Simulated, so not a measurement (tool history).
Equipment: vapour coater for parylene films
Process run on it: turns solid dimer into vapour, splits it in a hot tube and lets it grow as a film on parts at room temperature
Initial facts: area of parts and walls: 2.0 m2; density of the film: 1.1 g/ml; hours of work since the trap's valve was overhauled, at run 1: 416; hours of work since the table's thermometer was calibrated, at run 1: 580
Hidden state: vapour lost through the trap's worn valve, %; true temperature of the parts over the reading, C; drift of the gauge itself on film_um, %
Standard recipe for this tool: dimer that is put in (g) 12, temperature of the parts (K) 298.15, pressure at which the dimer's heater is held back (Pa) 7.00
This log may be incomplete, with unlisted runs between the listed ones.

run     day  dimer that is put in (g)  temperature of the parts (K)  pressure at which the dimer's heater is held back (Pa)  hours of work since the trap's valve was overhauled  hours of work since the table's thermometer was calibrated  thickness of the film (µm)
  1   0.000                        12                        298.15                                                    7.00                                                  416                                                         580                        3.69
  2   0.892                        12                        300.15                                                    7.00                                                  425                                                         589                        3.32
  3   2.112                        12                        300.15                                                    7.00                                                  438                                                         601                        3.27
  4   3.058                         9                        298.15                                                    7.00                                                  447                                                         611                        2.76
  5   4.212                         9                        298.15                                                    7.00                                                  459                                                         622                        2.72
  6   5.042                        12                        298.15                                                    2.25                                                  467                                                         631                        4.55
  7   6.300                        12                        298.15                                                    6.98                                                  480                                                         643                        3.65
  8   7.392                         6                        298.15                                                    3.85                                                  490                                                         654                        2.07
  9   8.804                         6                        298.15                                                    8.82                                                  505                                                         669                        1.79
 10  10.183                         5                        304.15                                                    3.86                                                  519                                                         682                        1.26
 11  10.800                         8                        297.15                                                    7.00                                                  525                                                         689                        2.57

Here are 4 independent what-if runs from the current tool condition. What would each one return?
  A  11.733                        22                        300.15                                                    3.75                                                  534                                                         698                           ?
  B  11.733                        17                        291.15                                                    2.18                                                  534                                                         698                           ?
  C  11.733                         8                        303.15                                                    2.64                                                  534                                                         698                           ?
  D  11.733                        12                        306.15                                                   11.85                                                  534                                                         698                           ?

run  thickness of the film (µm)
  A                        6.65
  B                        6.51
  C                        2.24
  D                        2.18
What these runs would have given with no unlogged condition in the tool:
run  thickness of the film (µm)
  A                        7.43
  B                        7.51
  C                        2.50
  D                        2.43
